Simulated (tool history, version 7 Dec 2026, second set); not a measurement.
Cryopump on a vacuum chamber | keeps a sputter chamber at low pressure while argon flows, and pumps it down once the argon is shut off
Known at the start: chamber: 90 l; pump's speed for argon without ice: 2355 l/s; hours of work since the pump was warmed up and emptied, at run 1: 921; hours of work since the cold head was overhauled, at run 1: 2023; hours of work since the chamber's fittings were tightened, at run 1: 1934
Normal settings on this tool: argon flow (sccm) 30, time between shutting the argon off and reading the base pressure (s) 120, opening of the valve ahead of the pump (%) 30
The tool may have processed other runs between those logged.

run   hour  argon flow (sccm)  time between shutting the argon off and reading the base pressure (s)  opening of the valve ahead of the pump (%)  hours of work since the pump was warmed up and emptied  hours of work since the cold head was overhauled  hours of work since the chamber's fittings were tightened  pressure while argon flows (Pa)  pressure after the wait (uPa)
  1      0                 30                                                                    120                                          30                                                     921                                              2023                                                       1934                           0.0808                           2.27
  2   40.3                 30                                                                     46                                          30                                                     957                                              2059                                                       1970                           0.0818                           3.12
  3   75.4                 30                                                                    120                                          19                                                     988                                              2090                                                       2001                            0.124                           2.35
       123  -- pump warmed up, emptied and cooled again
  4  137.1                 44                                                                    120                                          30                                                      13                                              2141                                                       2051                           0.1067                           1.81
  5  175.7                 44                                                                    120                                          30                                                      47                                              2175                                                       2086                           0.1057                           1.79
  6    231                 30                                                                    120                                          30                                                      96                                              2224                                                       2135                           0.0722                           1.88
  7  292.7                 30                                                                    120                                          30                                                     151                                              2279                                                       2190                            0.073                           1.96
  8  353.9                 30                                                                    120                                          30                                                     205                                              2334                                                       2244                            0.074                           2.04
  9  381.3                 30                                                                    120                                          57                                                     230                                              2358                                                       2269                           0.0398                           1.99
 10    433                 30                                                                    259                                          57                                                     276                                              2404                                                       2315                             0.04                           1.82
 11    482                 52                                                                    151                                          35                                                     319                                              2448                                                       2358                           0.1123                           1.98
 12  529.5                 30                                                                     72                                          30                                                     362                                              2490                                                       2400                           0.0754                            2.4
 13  567.2                 36                                                                    237                                          18                                                     395                                              2524                                                       2434                           0.1474                           1.93
 14  602.3                 12                                                                     43                                          27                                                     426                                              2555                                                       2465                           0.0324                            3.1
 15  648.8                 36                                                                     43                                          21                                                     468                                              2596                                                       2507                           0.1277                           3.21
 16  713.5                 36                                                                     42                                          21                                                     525                                              2654                                                       2564                           0.1286                           3.35
 17  780.4                 30                                                                    105                                          29                                                     585                                              2713                                                       2624                           0.0791                           2.52

For each entry between runs, how does the tool's hidden state at the last listed run before it compare with that at the first listed run after it?
After run 3, before run 4: pump warmed up, emptied and cooled again (hour 123)
  pump's speed, % of a pump's without ice: 68.4 -> 99.1; cold plate's temperature, K: 12.63 -> 12.64; leak into the chamber, uPa l/s: 2876 -> 2943
  the result without the hidden state subtracted from the measured one, pressure while argon flows (Pa): +0.0103 -> +0.0007; pressure after the wait (uPa): +1.68 -> +1.16
